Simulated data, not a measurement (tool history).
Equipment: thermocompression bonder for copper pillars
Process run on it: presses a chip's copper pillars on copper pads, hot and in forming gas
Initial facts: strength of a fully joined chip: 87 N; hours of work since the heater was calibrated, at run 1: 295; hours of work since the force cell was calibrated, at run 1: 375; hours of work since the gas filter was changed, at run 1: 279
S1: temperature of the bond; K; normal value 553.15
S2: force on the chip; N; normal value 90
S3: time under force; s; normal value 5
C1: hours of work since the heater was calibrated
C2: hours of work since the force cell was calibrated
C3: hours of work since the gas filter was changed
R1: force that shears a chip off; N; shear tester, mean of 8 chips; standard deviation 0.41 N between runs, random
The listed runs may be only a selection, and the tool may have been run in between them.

run 1 hour=0.0 | S1=553.15 S2=90 S3=5 | C1=295 C2=375 C3=279 | R1=45.7
run 2 hour=24.4 | S1=553.15 S2=90 S3=5 | C1=310 C2=391 C3=295 | R1=45.2
run 3 hour=43.8 | S1=553.15 S2=90 S3=5 | C1=323 C2=403 C3=307 | R1=45.6
run 4 hour=67.1 | S1=553.15 S2=90 S3=5 | C1=338 C2=418 C3=322 | R1=45.0
run 5 hour=84.1 | S1=553.15 S2=90 S3=5 | C1=348 C2=429 C3=333 | R1=45.1
run 6 hour=106.5 | S1=552.15 S2=90 S3=5 | C1=363 C2=443 C3=347 | R1=44.8
run 7 hour=127.0 | S1=552.15 S2=90 S3=5 | C1=376 C2=456 C3=360 | R1=45.0
run 8 hour=148.8 | S1=552.15 S2=90 S3=5 | C1=390 C2=470 C3=374 | R1=44.2
run 9 hour=169.8 | S1=529.15 S2=90 S3=5 | C1=403 C2=483 C3=388 | R1=34.9
run 10 hour=192.7 | S1=553.15 S2=90 S3=5 | C1=417 C2=498 C3=402 | R1=44.6
-- hour=196.7 heater calibrated with a thermocouple chip
run 11 hour=207.3 | S1=553.15 S2=90 S3=5 | C1=7 C2=506 C3=410 | R1=44.8
run 12 hour=226.5 | S1=553.15 S2=90 S3=5 | C1=19 C2=518 C3=422 | R1=45.2
run 13 hour=239.7 | S1=553.15 S2=90 S3=5 | C1=27 C2=526 C3=431 | R1=45.8
run 14 hour=253.2 | S1=553.15 S2=90 S3=5 | C1=36 C2=535 C3=439 | R1=45.0
run 15 hour=280.7 | S1=553.15 S2=90 S3=5 | C1=53 C2=552 C3=457 | R1=45.3
-- hour=303.9 forming gas filter changed
run 16 hour=305.5 | S1=553.15 S2=90 S3=6 | C1=69 C2=568 C3=1 | R1=50.8
run 17 hour=317.9 | S1=553.15 S2=90 S3=6 | C1=77 C2=576 C3=9 | R1=50.1
run 18 hour=333.4 | S1=571.15 S2=90 S3=5 | C1=87 C2=586 C3=19 | R1=54.5
run 19 hour=347.7 | S1=571.15 S2=90 S3=5 | C1=96 C2=595 C3=28 | R1=56.0
-- hour=361.7 heater calibrated with a thermocouple chip, once more
run 20 hour=377.0 | S1=576.15 S2=90 S3=6 | C1=10 C2=612 C3=45 | R1=57.8
run 21 hour=395.2 | S1=576.15 S2=90 S3=6 | C1=21 C2=624 C3=57 | R1=57.5
run 22 hour=415.5 | S1=553.15 S2=102 S3=4 | C1=34 C2=637 C3=70 | R1=45.0
run 23 hour=441.1 | S1=553.15 S2=102 S3=4 | C1=51 C2=653 C3=86 | R1=45.2
run 24 hour=458.6 | S1=549.15 S2=115 S3=5 | C1=62 C2=664 C3=97 | R1=50.7
run 25 hour=485.6 | S1=528.15 S2=132 S3=14 | C1=79 C2=681 C3=114 | R1=61.5
run 26 hour=513.2 | S1=528.15 S2=132 S3=14 | C1=96 C2=699 C3=132 | R1=61.5
run 27 hour=542.9 | S1=553.15 S2=90 S3=12 | C1=115 C2=718 C3=151 | R1=57.6

Measured minus without-hidden-state, run by run (identical run-to-run variation in each term; gauge scatter may differ):
The tool's hidden condition here consists of: true temperature of the bond over the reading, C; force that reaches the chip, % of what is set; oxide that the forming gas leaves, % of the face; drift of the gauge itself on shear_n, %.
run=1 R1=-0.7
run=2 R1=-0.8
run=3 R1=-0.8
run=4 R1=-0.8
run=5 R1=-0.9
run=6 R1=-0.9
run=7 R1=-0.9
run=8 R1=-1.0
run=9 R1=-0.5
run=10 R1=-1.0
run=11 R1=-0.8
run=12 R1=-0.8
run=13 R1=-0.9
run=14 R1=-0.9
run=15 R1=-0.9
run=16 R1=+1.7
run=17 R1=+1.7
run=18 R1=+1.5
run=19 R1=+1.5
run=20 R1=-1.3
run=21 R1=-1.4
run=22 R1=-1.3
run=23 R1=-1.4
run=24 R1=-1.5
run=25 R1=-1.7
run=26 R1=-1.8
run=27 R1=-1.8
